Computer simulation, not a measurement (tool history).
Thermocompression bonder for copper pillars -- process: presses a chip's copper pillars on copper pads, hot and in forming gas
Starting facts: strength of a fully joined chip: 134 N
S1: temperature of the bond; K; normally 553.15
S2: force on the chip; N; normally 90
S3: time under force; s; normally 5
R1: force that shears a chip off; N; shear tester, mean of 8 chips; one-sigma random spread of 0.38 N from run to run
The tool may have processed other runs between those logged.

Run 1, hour 0: usual settings. Result: R1 71.7 N.
Run 2, hour 20.9: usual settings. Result: R1 70.7 N.
Run 3, hour 68.8: usual settings. Result: R1 71.5 N.
Run 4, hour 101.4: usual settings. Result: R1 70.4 N.
Run 5, hour 148: usual settings. Result: R1 70.6 N.
Run 6, hour 183.6: usual settings. Result: R1 69.8 N.
Run 7, hour 206.7: usual settings. Result: R1 69.2 N.
Run 8, hour 240.2: usual settings but S1 576.15 K. Result: R1 85.2 N.
Run 9, hour 274.5: usual settings but S1 576.15 K. Result: R1 84.5 N.
Run 10, hour 309.2: usual settings but S1 576.15 K. Result: R1 84.7 N.
Run 11, hour 332.6: usual settings. Result: R1 68.8 N.
Run 12, hour 352.6: usual settings. Result: R1 68.4 N.
Run 13, hour 398.6: usual settings. Result: R1 67.9 N.
Run 14, hour 418.1: usual settings. Result: R1 67.4 N.
Run 15, hour 455.5: usual settings but S2 73 N. Result: R1 56.6 N.
Run 16, hour 500.2: usual settings but S2 73 N. Result: R1 56.3 N.
At hour 517.5: forming gas filter changed.
Run 17, hour 525: usual settings but S1 550.15 K. Result: R1 72.4 N.
Run 18, hour 571.9: usual settings but S1 550.15 K. Result: R1 72.9 N.
Run 19, hour 618.4: usual settings but S1 550.15 K. Result: R1 71.6 N.
Run 20, hour 641.9: usual settings. Result: R1 74.1 N.
At hour 648.4: heater calibrated with a thermocouple chip.
Run 21, hour 666.9: usual settings. Result: R1 74.2 N.
Run 22, hour 687.7: usual settings but S1 541.15 K, S2 59 N, S3 8 s. Result: R1 52.9 N.
Run 23, hour 716.4: usual settings but S2 72 N. Result: R1 61.4 N.
Run 24, hour 742.6: usual settings but S3 3 s. Result: R1 61.9 N.
Run 25, hour 774.3: usual settings but S1 562.15 K, S2 125 N, S3 3 s. Result: R1 86.3 N.
Run 26, hour 816.9: usual settings but S1 550.15 K, S2 89 N. Result: R1 70.2 N.
Run 27, hour 847.4: usual settings but S1 567.15 K, S2 65 N, S3 14 s. Result: R1 87.8 N.
At hour 859.8: heater calibrated with a thermocouple chip, once more.
Run 28, hour 894: usual settings but S1 567.15 K, S2 65 N, S3 14 s. Result: R1 84.6 N.
Run 29, hour 923.5: usual settings but S1 538.15 K, S2 85 N. Result: R1 55.3 N.
Run 30, hour 943.3: usual settings but S1 531.15 K, S2 85 N. Result: R1 50.1 N.
Run 31, hour 988.1: usual settings but S1 569.15 K, S3 8 s. Result: R1 88.7 N.
Run 32, hour 1019.7: usual settings but S1 543.15 K, S3 7 s. Result: R1 67.2 N.
Run 33, hour 1049.8: usual settings but S1 565.15 K, S2 111 N. Result: R1 87.2 N.
Run 34, hour 1098: usual settings but S1 581.15 K, S2 111 N, S3 14 s. Result: R1 111.6 N.
Run 35, hour 1141: usual settings but S1 562.15 K, S2 57 N. Result: R1 49.3 N.
Run 36, hour 1185.7: usual settings but S1 530.15 K, S2 80 N. Result: R1 45.3 N.
Run 37, hour 1227.2: usual settings but S1 530.15 K, S2 80 N. Result: R1 44.5 N.
At hour 1230.4: forming gas filter changed.
Run 38, hour 1251.2: usual settings but S1 582.15 K, S2 80 N. Result: R1 87.9 N.
Run 39, hour 1277.2: usual settings but S2 86 N, S3 8 s. Result: R1 82.2 N.
Run 40, hour 1308.5: usual settings but S1 581.15 K, S2 74 N. Result: R1 82.1 N.
Run 41, hour 1329.9: usual settings but S1 558.15 K. Result: R1 76 N.

A few steps of R1 between consecutive runs. Split each: what settings, incoming material and random variation would produce without the hidden state, and what is left over for the hidden state, along with gauge scatter present in only one of the two compared results (measured, and without hidden state):
Hidden state present: true temperature of the bond over the reading, C; force that reaches the chip, % of what is set; oxide that the forming gas leaves, % of the face; drift of the gauge itself on shear_n, %.
Run 16 -> 17: S1 553.15 -> 550.15, S2 73 -> 90, forming gas filter changed. R1 +16.1 N: hidden state +7.1, all else +9.
Run 30 -> 31: S1 531.15 -> 569.15, S2 85 -> 90, S3 5 -> 8. R1 +38.6 N: hidden state -3.3, all else +41.9.
Run 34 -> 35: S1 581.15 -> 562.15, S2 111 -> 57, S3 14 -> 5. R1 -62.3 N: hidden state +6.5, all else -68.8.
Run 37 -> 38: S1 530.15 -> 582.15, forming gas filter changed. R1 +43.4 N: hidden state +5.7, all else +37.7.
